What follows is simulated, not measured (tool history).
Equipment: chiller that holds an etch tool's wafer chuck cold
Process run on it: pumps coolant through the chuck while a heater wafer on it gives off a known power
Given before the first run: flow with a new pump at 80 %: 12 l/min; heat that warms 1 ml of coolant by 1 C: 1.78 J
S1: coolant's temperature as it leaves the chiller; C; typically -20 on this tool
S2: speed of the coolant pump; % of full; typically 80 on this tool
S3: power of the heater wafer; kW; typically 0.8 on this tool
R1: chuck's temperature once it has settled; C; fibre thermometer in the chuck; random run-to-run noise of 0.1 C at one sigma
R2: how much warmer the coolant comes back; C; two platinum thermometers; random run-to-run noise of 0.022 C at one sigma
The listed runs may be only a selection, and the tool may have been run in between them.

Run 1, day 0: usual settings. Result: R1 -11.8 C, R2 2.3 C.
Run 2, day 5.321: usual settings. Result: R1 -11.6 C, R2 2.31 C.
Run 3, day 11.188: usual settings. Result: R1 -11.5 C, R2 2.28 C.
Run 4, day 17.45: usual settings but S3 0.549 kW. Result: R1 -14.5 C, R2 1.58 C.
Run 5, day 22.808: usual settings but S3 0.549 kW. Result: R1 -14.5 C, R2 1.59 C.
Run 6, day 25.992: usual settings but S3 0.549 kW. Result: R1 -14.3 C, R2 1.59 C.
At day 27.292: chiller's thermometer calibrated.
Run 7, day 29.346: usual settings but S3 0.549 kW. Result: R1 -13.9 C, R2 1.63 C.
Run 8, day 34.088: usual settings but S2 99 % of full. Result: R1 -12.2 C, R2 1.88 C.
Run 9, day 40.029: usual settings but S2 99 % of full. Result: R1 -12.2 C, R2 1.84 C.
Run 10, day 43.767: usual settings but S2 72 % of full. Result: R1 -10.6 C, R2 2.62 C.
Run 11, day 50.046: usual settings. Result: R1 -11 C, R2 2.32 C.
Run 12, day 54.879: usual settings but S2 68 % of full. Result: R1 -10 C, R2 2.79 C.
Run 13, day 58.658: usual settings. Result: R1 -11.1 C, R2 2.3 C.
Run 14, day 62.821: usual settings but S3 0.477 kW. Result: R1 -14.7 C, R2 1.43 C.
At day 67.638: coolant changed, channels flushed.
Run 15, day 68.762: usual settings but S3 0.716 kW. Result: R1 -12.9 C, R2 2.08 C.
Run 16, day 73.383: usual settings but S2 70 % of full, S3 0.727 kW. Result: R1 -12.1 C, R2 2.43 C.
Run 17, day 78.933: usual settings but S1 -12 C, S2 96 % of full, S3 0.459 kW. Result: R1 -8.2 C, R2 1.09 C.
At day 79.833: coolant pump overhauled.
Run 18, day 86.471: usual settings but S1 -19 C, S2 79 % of full, S3 0.441 kW. Result: R1 -14.7 C, R2 1.37 C.
At day 90.354: coolant pump overhauled, once more.
Run 19, day 93.238: usual settings but S1 -13 C, S2 73 % of full, S3 0.987 kW. Result: R1 -2.9 C, R2 3.03 C.
Run 20, day 99.908: usual settings but S2 83 % of full, S3 0.426 kW. Result: R1 -16.1 C, R2 1.1 C.
Run 21, day 105.85: usual settings but S1 -19 C, S2 96 % of full, S3 1.102 kW. Result: R1 -9.5 C, R2 2.51 C.
Run 22, day 108.933: usual settings but S2 64 % of full, S3 0.724 kW. Result: R1 -11.9 C, R2 2.55 C.

For run 23, what comes out?
Run 23, day 113.85: usual settings but S1 -27 C, S2 79 % of full, S3 0.816 kW. Result: R1 ?, R2 ?.

{"run 23": {"R1": -19.1, "R2": 2.29}}
If the tool had no hidden condition, the same run with the same run-to-run variation would have returned R1 -19 C, R2 2.3 C.
